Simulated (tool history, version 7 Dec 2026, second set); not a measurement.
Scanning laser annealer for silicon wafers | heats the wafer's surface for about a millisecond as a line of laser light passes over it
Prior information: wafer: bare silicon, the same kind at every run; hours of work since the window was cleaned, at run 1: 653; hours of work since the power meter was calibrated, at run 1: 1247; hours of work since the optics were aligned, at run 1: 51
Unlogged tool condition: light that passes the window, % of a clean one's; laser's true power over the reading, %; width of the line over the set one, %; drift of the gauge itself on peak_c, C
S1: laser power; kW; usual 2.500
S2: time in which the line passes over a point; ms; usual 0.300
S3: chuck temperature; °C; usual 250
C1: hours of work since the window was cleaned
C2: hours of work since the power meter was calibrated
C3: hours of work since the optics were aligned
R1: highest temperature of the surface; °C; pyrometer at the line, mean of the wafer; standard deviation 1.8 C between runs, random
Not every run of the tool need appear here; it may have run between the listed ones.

| run | hour | S1 | S2 | S3 | C1 | C2 | C3 | R1 |
|---|---|---|---|---|---|---|---|---|
| 1 | 0.0 | 2.500 | 0.300 | 250 | 653 | 1247 | 51 | 950 |
| 2 | 50.7 | 2.500 | 0.300 | 211 | 685 | 1280 | 84 | 910 |
| 3 | 97.0 | 2.500 | 0.300 | 211 | 715 | 1309 | 113 | 906 |
| 4 | 142.2 | 2.500 | 0.300 | 211 | 744 | 1338 | 142 | 908 |
| 5 | 189.9 | 2.500 | 0.300 | 211 | 774 | 1369 | 173 | 903 |
|  | 202.2 | window over the wafer cleaned |
| 6 | 229.8 | 2.500 | 0.275 | 211 | 18 | 1393 | 197 | 907 |
| 7 | 263.5 | 2.500 | 0.300 | 250 | 39 | 1414 | 218 | 981 |
| 8 | 300.0 | 2.500 | 0.300 | 250 | 62 | 1437 | 242 | 979 |
| 9 | 366.3 | 2.500 | 0.300 | 250 | 105 | 1480 | 284 | 975 |
| 10 | 433.9 | 2.500 | 0.300 | 250 | 148 | 1523 | 327 | 976 |
| 11 | 483.3 | 2.500 | 0.300 | 250 | 179 | 1554 | 358 | 974 |
| 12 | 525.5 | 2.500 | 0.300 | 250 | 206 | 1581 | 385 | 971 |
| 13 | 597.5 | 2.500 | 0.300 | 264 | 252 | 1627 | 431 | 981 |
| 14 | 643.6 | 2.500 | 0.300 | 264 | 282 | 1657 | 461 | 979 |
| 15 | 702.2 | 2.500 | 0.315 | 250 | 319 | 1694 | 498 | 984 |
| 16 | 752.4 | 2.500 | 0.315 | 250 | 351 | 1726 | 530 | 982 |
| 17 | 784.5 | 2.195 | 0.300 | 250 | 371 | 1746 | 551 | 864 |
| 18 | 850.5 | 2.500 | 0.300 | 250 | 413 | 1789 | 593 | 959 |
| 19 | 900.8 | 2.500 | 0.300 | 250 | 446 | 1821 | 625 | 953 |
| 20 | 953.3 | 2.500 | 0.300 | 250 | 479 | 1854 | 658 | 955 |
| 21 | 992.1 | 2.500 | 0.300 | 250 | 504 | 1879 | 683 | 951 |
| 22 | 1064.7 | 2.500 | 0.337 | 285 | 550 | 1925 | 729 | 1031 |
| 23 | 1106.0 | 2.666 | 0.245 | 285 | 576 | 1952 | 756 | 956 |
| 24 | 1158.7 | 2.693 | 0.245 | 275 | 610 | 1985 | 789 | 955 |
| 25 | 1200.0 | 2.425 | 0.294 | 275 | 636 | 2012 | 816 | 937 |
| 26 | 1233.6 | 2.408 | 0.372 | 213 | 658 | 2033 | 837 | 957 |
| 27 | 1275.3 | 2.132 | 0.298 | 213 | 684 | 2060 | 864 | 790 |
| 28 | 1332.1 | 2.132 | 0.285 | 273 | 721 | 2096 | 900 | 835 |
| 29 | 1380.0 | 2.385 | 0.215 | 230 | 751 | 2126 | 930 | 777 |
|  | 1388.5 | optics aligned, line set to its width |
|  | 1434.0 | window over the wafer cleaned |
| 30 | 1434.6 | 2.376 | 0.215 | 276 | 0 | 2157 | 28 | 857 |
| 31 | 1484.8 | 2.651 | 0.241 | 276 | 32 | 2189 | 60 | 971 |
| 32 | 1532.2 | 2.298 | 0.251 | 267 | 63 | 2219 | 90 | 869 |
| 33 | 1563.1 | 2.297 | 0.313 | 214 | 82 | 2239 | 110 | 888 |
| 34 | 1620.3 | 2.364 | 0.214 | 283 | 119 | 2275 | 147 | 856 |
| 35 | 1674.4 | 2.251 | 0.221 | 216 | 153 | 2310 | 181 | 764 |
| 36 | 1718.8 | 2.251 | 0.238 | 268 | 182 | 2338 | 209 | 834 |
| 37 | 1774.4 | 2.251 | 0.238 | 268 | 217 | 2373 | 245 | 835 |
| 38 | 1835.5 | 2.500 | 0.300 | 248 | 256 | 2412 | 284 | 966 |
| 39 | 1866.5 | 2.378 | 0.300 | 248 | 276 | 2432 | 304 | 924 |
| 40 | 1919.6 | 2.480 | 0.315 | 235 | 310 | 2466 | 337 | 960 |
| 41 | 1967.0 | 2.698 | 0.244 | 250 | 340 | 2496 | 368 | 942 |

Table of differences, measured result less the result of that run with no hidden state. Run-to-run variation is the same in both. Gauge scatter possibly is not:
| run | R1 |
|---|---|
| 1 | -39 |
| 2 | -41 |
| 3 | -44 |
| 4 | -45 |
| 5 | -47 |
| 6 | -9 |
| 7 | -10 |
| 8 | -12 |
| 9 | -14 |
| 10 | -18 |
| 11 | -20 |
| 12 | -21 |
| 13 | -24 |
| 14 | -26 |
| 15 | -28 |
| 16 | -31 |
| 17 | -27 |
| 18 | -34 |
| 19 | -36 |
| 20 | -38 |
| 21 | -39 |
| 22 | -45 |
| 23 | -43 |
| 24 | -45 |
| 25 | -45 |
| 26 | -52 |
| 27 | -42 |
| 28 | -43 |
| 29 | -43 |
| 30 | -6 |
| 31 | -9 |
| 32 | -9 |
| 33 | -12 |
| 34 | -11 |
| 35 | -13 |
| 36 | -15 |
| 37 | -16 |
| 38 | -23 |
| 39 | -23 |
| 40 | -27 |
| 41 | -28 |

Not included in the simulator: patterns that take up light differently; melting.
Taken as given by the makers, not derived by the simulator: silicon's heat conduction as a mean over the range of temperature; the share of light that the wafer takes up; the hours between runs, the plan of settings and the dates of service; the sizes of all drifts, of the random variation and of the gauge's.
